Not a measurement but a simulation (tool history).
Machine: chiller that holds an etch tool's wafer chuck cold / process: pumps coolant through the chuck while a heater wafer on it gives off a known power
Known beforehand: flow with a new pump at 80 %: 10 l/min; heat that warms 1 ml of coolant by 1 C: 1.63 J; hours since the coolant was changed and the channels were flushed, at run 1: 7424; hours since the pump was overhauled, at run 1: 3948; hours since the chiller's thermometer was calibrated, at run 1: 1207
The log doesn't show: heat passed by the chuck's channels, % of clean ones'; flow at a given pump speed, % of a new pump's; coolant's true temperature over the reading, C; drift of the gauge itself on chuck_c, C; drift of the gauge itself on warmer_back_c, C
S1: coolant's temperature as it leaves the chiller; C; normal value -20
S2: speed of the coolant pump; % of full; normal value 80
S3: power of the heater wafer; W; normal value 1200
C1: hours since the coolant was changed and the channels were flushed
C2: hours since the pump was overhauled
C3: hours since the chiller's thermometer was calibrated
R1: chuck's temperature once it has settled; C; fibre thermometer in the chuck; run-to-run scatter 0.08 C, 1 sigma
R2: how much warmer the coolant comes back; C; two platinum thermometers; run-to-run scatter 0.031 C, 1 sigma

Run 1, hour 0: usual settings; C1 7424; C2 3948; C3 1207. Result: R1 -10.36 C, R2 4.41 C.
Run 2, hour 110.4: usual settings; C1 7534; C2 4059; C3 1317. Result: R1 -10.46 C, R2 4.41 C.
Run 3, hour 243.9: usual settings; C1 7668; C2 4192; C3 1451. Result: R1 -10.44 C, R2 4.37 C.
Run 4, hour 374.5: usual settings but S3 1326 W; C1 7799; C2 4323; C3 1581. Result: R1 -9.3 C, R2 4.92 C.
Run 5, hour 530.2: usual settings but S3 1326 W; C1 7954; C2 4478; C3 1737. Result: R1 -9.48 C, R2 4.9 C.
Run 6, hour 694.5: usual settings but S3 1326 W; C1 8118; C2 4643; C3 1901. Result: R1 -9.5 C, R2 4.85 C.
Run 7, hour 770: usual settings but S3 1326 W; C1 8194; C2 4718; C3 1977. Result: R1 -9.47 C, R2 4.91 C.
Run 8, hour 921.8: usual settings but S3 1326 W; C1 8346; C2 4870; C3 2129. Result: R1 -9.24 C, R2 4.86 C.
Run 9, hour 1008.4: usual settings but S3 1326 W; C1 8432; C2 4957; C3 2215. Result: R1 -9.25 C, R2 4.92 C.
At hour 1091.9: coolant changed, channels flushed.
Run 10, hour 1103.9: usual settings but S1 -14 C, S2 75 % of full, S3 944 W; C1 12; C2 5046; C3 2305. Result: R1 -5.87 C, R2 3.77 C.
Run 11, hour 1230.4: usual settings but S1 -12 C, S3 629 W; C1 138; C2 5173; C3 2431. Result: R1 -6.82 C, R2 2.35 C.
Run 12, hour 1387.8: usual settings but S1 -25 C, S3 1024 W; C1 296; C2 5330; C3 2588. Result: R1 -16.67 C, R2 3.78 C.
Run 13, hour 1539.9: usual settings but S1 -17 C, S2 63 % of full, S3 1706 W; C1 448; C2 5482; C3 2741. Result: R1 -0.23 C, R2 8.34 C.
Run 14, hour 1648.8: usual settings but S1 -17 C, S2 63 % of full, S3 1706 W; C1 557; C2 5591; C3 2849. Result: R1 -0.25 C, R2 8.35 C.
Run 15, hour 1728.7: usual settings but S1 -28 C; C1 637; C2 5671; C3 2929. Result: R1 -18.43 C, R2 4.48 C.
Run 16, hour 1839.1: usual settings but S1 -28 C, S3 1560 W; C1 747; C2 5781; C3 3040. Result: R1 -15.51 C, R2 5.75 C.
Run 17, hour 1998.1: usual settings but S1 -28 C, S2 78 % of full, S3 1635 W; C1 906; C2 5940; C3 3199. Result: R1 -14.46 C, R2 6.29 C.
Run 18, hour 2101.1: usual settings but S1 -28 C, S2 78 % of full, S3 1635 W; C1 1009; C2 6043; C3 3302. Result: R1 -14.51 C, R2 6.21 C.

Consider 3 possible next runs. They are alternatives, not a sequence: every one starts from the tool as it was left by run 18. What does each give?
Run A, hour 2266.4: usual settings but S1 -28 C, S2 78 % of full, S3 939 W; C1 1174; C2 6209; C3 3467. Result: R1 ?, R2 ?.
Run B, hour 2266.4: usual settings but S1 -22 C, S3 1228 W; C1 1174; C2 6209; C3 3467. Result: R1 ?, R2 ?.
Run C, hour 2266.4: usual settings but S1 -17 C, S2 62 % of full, S3 1635 W; C1 1174; C2 6209; C3 3467. Result: R1 ?, R2 ?.

run      R1    R2
  A  -20.07  3.51
  B  -12.03  4.56
  C   -0.79  8.03
The same runs, with their run-to-run variation unchanged, on a tool lacking any hidden condition would have given:
run      R1    R2
  A  -20.35   3.5
  B  -12.31  4.55
  C   -1.09  8.02

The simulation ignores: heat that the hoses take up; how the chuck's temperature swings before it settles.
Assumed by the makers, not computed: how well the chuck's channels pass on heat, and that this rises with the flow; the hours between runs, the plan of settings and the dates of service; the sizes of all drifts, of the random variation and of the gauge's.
